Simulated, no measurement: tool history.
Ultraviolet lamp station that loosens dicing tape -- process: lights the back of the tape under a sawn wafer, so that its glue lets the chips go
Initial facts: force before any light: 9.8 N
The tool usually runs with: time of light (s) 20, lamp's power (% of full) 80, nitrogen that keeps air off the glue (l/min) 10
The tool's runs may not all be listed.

run,day,time of light (s),lamp's power (% of full),nitrogen that keeps air off the glue (l/min),force that peels the tape off (N),light that reached the tape (mJ/cm2)
1,0,20,80,10,0.517,335
2,2.412,20,80,10,0.541,334
3,4.779,10,80,10,2.122,166
4,7.275,10,80,10,2.2,159
5,9.946,20,80,4,1.343,315
6,12.604,20,80,4,1.426,311
7,14.55,20,80,4,1.38,306
8,16.479,20,80,4,1.442,301
9,18.267,20,79,10,0.69,294
10,20.517,38,80,10,0.186,560
11,23.133,38,80,10,0.202,553
12,24.708,38,80,10,0.211,545
13,26.904,20,94,10,0.526,334
14,29.762,20,94,10,0.532,324
15,31.254,20,80,10,0.801,274
16,32.504,20,80,5,1.465,272
# day 33.367: window cleaned of glue's vapour
17,35.158,20,80,10,0.672,300
18,36.908,20,80,10,0.689,293
19,39.546,20,80,10,0.749,290
20,40.896,20,80,3,1.914,291
21,43.796,20,80,6,1.208,287
22,46.025,20,80,4,1.693,282
23,48.304,16,80,17,0.878,218
24,50.646,24,80,17,0.343,320
25,53.121,29,93,3,0.861,451
26,54.954,12,84,4,3.372,165
27,56.292,12,84,19,1.399,164
28,57.65,12,84,19,1.476,163
29,59.733,22,82,19,0.433,293
30,62.4,13,80,8,2.45,166
31,64.742,13,63,7,3.624,126
32,67.183,13,63,7,3.6,124
# day 69.029: window cleaned of glue's vapour
33,69.3,13,63,7,3.364,133
34,71.196,19,71,5,2.065,221
35,73.846,20,90,7,0.971,288
36,76.008,20,60,11,1.533,188
# day 77.792: lamp changed
37,78.871,34,64,15,0.171,536
38,81.138,16,80,11,0.587,312
39,82.358,16,80,11,0.583,308
40,83.562,21,96,20,0.186,481

Run 41, settings as shown, results not yet in. Your forecast:
41,84.962,20,92,8,?,?

For run 41 the tool returned force that peels the tape off (N) 0.354, light that reached the tape (mJ/cm2) 433.
Take away the tool's hidden state, keep the run-to-run variation as it was, and the same run would have given force that peels the tape off (N) 0.297, light that reached the tape (mJ/cm2) 470.

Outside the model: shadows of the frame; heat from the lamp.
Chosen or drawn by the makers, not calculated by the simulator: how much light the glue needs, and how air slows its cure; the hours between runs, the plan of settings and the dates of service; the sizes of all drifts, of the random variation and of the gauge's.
